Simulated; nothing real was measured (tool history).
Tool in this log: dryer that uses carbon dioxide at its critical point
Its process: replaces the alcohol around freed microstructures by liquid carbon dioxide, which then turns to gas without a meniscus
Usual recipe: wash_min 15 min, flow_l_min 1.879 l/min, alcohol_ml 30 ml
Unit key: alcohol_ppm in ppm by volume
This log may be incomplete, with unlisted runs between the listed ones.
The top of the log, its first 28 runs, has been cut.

Run 29, hour 283.3: usual settings but wash_min 10 min, flow_l_min 1.44 l/min, alcohol_ml 87 ml. Result: alcohol_ppm 1411 ppm by volume.
Run 30, hour 295.7: usual settings but wash_min 18 min, flow_l_min 1.97 l/min, alcohol_ml 63 ml. Result: alcohol_ppm 102 ppm by volume.
Run 31, hour 302.8: usual settings but wash_min 9 min, flow_l_min 1.52 l/min, alcohol_ml 37 ml. Result: alcohol_ppm 779 ppm by volume.
Run 32, hour 315.4: usual settings but flow_l_min 1.43 l/min. Result: alcohol_ppm 220 ppm by volume.
Run 33, hour 324.2: usual settings but flow_l_min 1.43 l/min. Result: alcohol_ppm 210 ppm by volume.
Run 34, hour 333.8: usual settings but flow_l_min 1.43 l/min, alcohol_ml 71 ml. Result: alcohol_ppm 402 ppm by volume.
Run 35, hour 340.3: usual settings but flow_l_min 1.43 l/min, alcohol_ml 71 ml. Result: alcohol_ppm 409 ppm by volume.
Run 36, hour 351.5: usual settings but wash_min 18 min, flow_l_min 2.42 l/min, alcohol_ml 35 ml. Result: alcohol_ppm 106 ppm by volume.
Run 37, hour 363.8: usual settings but wash_min 18 min, flow_l_min 2.42 l/min, alcohol_ml 35 ml. Result: alcohol_ppm 103 ppm by volume.
Run 38, hour 376.1: usual settings but wash_min 19 min, flow_l_min 3.04 l/min, alcohol_ml 86 ml. Result: alcohol_ppm 99 ppm by volume.
Run 39, hour 382.8: usual settings but wash_min 14 min, flow_l_min 1.42 l/min, alcohol_ml 22 ml. Result: alcohol_ppm 240 ppm by volume.
Run 40, hour 396.1: usual settings but wash_min 14 min, flow_l_min 2.55 l/min, alcohol_ml 22 ml. Result: alcohol_ppm 121 ppm by volume.
At hour 404.8: inlet filter changed.
Run 41, hour 406.8: usual settings but wash_min 11 min, flow_l_min 1.33 l/min, alcohol_ml 71 ml. Result: alcohol_ppm 870 ppm by volume.
Run 42, hour 416.4: usual settings but wash_min 10 min. Result: alcohol_ppm 244 ppm by volume.
Run 43, hour 424.8: usual settings but wash_min 10 min. Result: alcohol_ppm 244 ppm by volume.
Run 44, hour 433.5: usual settings but wash_min 10 min, flow_l_min 1.6 l/min, alcohol_ml 43 ml. Result: alcohol_ppm 473 ppm by volume.
Run 45, hour 447.1: usual settings but wash_min 10 min, flow_l_min 1.6 l/min, alcohol_ml 43 ml. Result: alcohol_ppm 473 ppm by volume.
Run 46, hour 456.1: usual settings but wash_min 11 min, flow_l_min 1.6 l/min, alcohol_ml 73 ml. Result: alcohol_ppm 568 ppm by volume.
Run 47, hour 464.4: usual settings but wash_min 22 min, flow_l_min 1.6 l/min, alcohol_ml 73 ml. Result: alcohol_ppm 121 ppm by volume.

Below are 3 alternative next runs, each starting from the tool's condition after run 47. Predict each:
Run A, hour 472.1: usual settings but wash_min 10 min, flow_l_min 1.88 l/min, alcohol_ml 39 ml. Result: alcohol_ppm ?.
Run B, hour 472.1: usual settings but wash_min 13 min, alcohol_ml 22 ml. Result: alcohol_ppm ?.
Run C, hour 472.1: usual settings but flow_l_min 3.09 l/min, alcohol_ml 34 ml. Result: alcohol_ppm ?.

run  alcohol_ppm
  A          318
  B          149
  C          118
With the hidden condition removed and each run's random variation left untouched, the same runs would have given:
run  alcohol_ppm
  A          185
  B           35
  C           11
